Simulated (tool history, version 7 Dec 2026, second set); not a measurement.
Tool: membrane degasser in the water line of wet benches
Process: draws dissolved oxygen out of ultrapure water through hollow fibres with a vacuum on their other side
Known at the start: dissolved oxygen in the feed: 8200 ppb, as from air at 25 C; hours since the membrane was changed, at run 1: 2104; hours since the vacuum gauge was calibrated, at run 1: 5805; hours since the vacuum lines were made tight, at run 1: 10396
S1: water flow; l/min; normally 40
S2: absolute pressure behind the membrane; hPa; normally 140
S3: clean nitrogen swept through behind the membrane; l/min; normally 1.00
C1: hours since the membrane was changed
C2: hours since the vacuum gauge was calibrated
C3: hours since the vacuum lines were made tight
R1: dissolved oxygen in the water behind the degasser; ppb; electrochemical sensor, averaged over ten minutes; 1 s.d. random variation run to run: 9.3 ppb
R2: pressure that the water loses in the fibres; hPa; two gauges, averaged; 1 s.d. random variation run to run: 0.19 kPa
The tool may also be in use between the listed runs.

run	hour	S1	S2	S3	C1	C2	C3	R1	R2
1	0.0	40	140	1.00	2104	5805	10396	1012.9	373.4
2	103.6	50	140	1.00	2208	5909	10500	1299.0	468.3
3	214.5	50	140	1.00	2319	6020	10611	1267.7	464.6
4	264.4	40	140	1.00	2369	6069	10661	1031.0	372.3
5	376.8	40	140	1.00	2481	6182	10773	1012.6	372.2
6	479.1	40	140	1.00	2583	6284	10875	1007.4	377.8
7	528.9	40	140	1.00	2633	6334	10925	996.5	375.5
8	600.2	40	140	1.00	2705	6405	10997	1000.5	374.6
9	666.6	40	140	2.48	2771	6472	11063	612.7	373.9
10	774.9	40	140	2.48	2879	6580	11171	606.2	376.9
# hour 789.6: seals of the vacuum lines changed
11	861.8	40	140	2.48	2964	6665	72	597.3	375.6
12	961.1	40	140	1.00	3063	6764	171	1021.5	374.6
13	1011.0	40	140	1.00	3113	6814	221	1022.9	371.7
14	1085.4	40	163	0.42	3188	6888	296	1854.9	377.5
15	1199.1	40	121	0.41	3301	7002	410	1431.7	377.5
16	1262.4	34	157	0.72	3365	7065	473	1151.2	319.0
17	1315.5	40	209	1.13	3418	7119	526	1322.5	376.1
18	1415.0	27	162	1.99	3517	7218	625	453.3	254.6
19	1531.1	38	129	1.98	3633	7334	741	597.7	352.6
20	1598.8	50	138	0.63	3701	7402	809	1601.8	471.8
21	1659.4	50	138	0.63	3762	7462	870	1593.2	470.1
22	1734.3	57	114	1.64	3837	7537	945	1088.2	536.4
23	1809.4	63	140	1.00	3912	7612	1020	1696.8	595.4
24	1924.2	63	140	1.00	4027	7727	1135	1691.5	594.0
25	1974.7	63	140	1.00	4077	7778	1185	1698.2	591.2

What differs in the tool's unlogged condition from the final listed run ahead of each entry between runs to the first listed run following it?
After run 10, before run 11: seals of the vacuum lines changed (hour 789.6)
  air that leaks in behind the membrane, l/min: 0.0215 -> 0.0034
  measured result minus the result with no hidden state, R1: +19.4 -> +16.3 ppb; R2: +4.4 -> +4.5 hPa
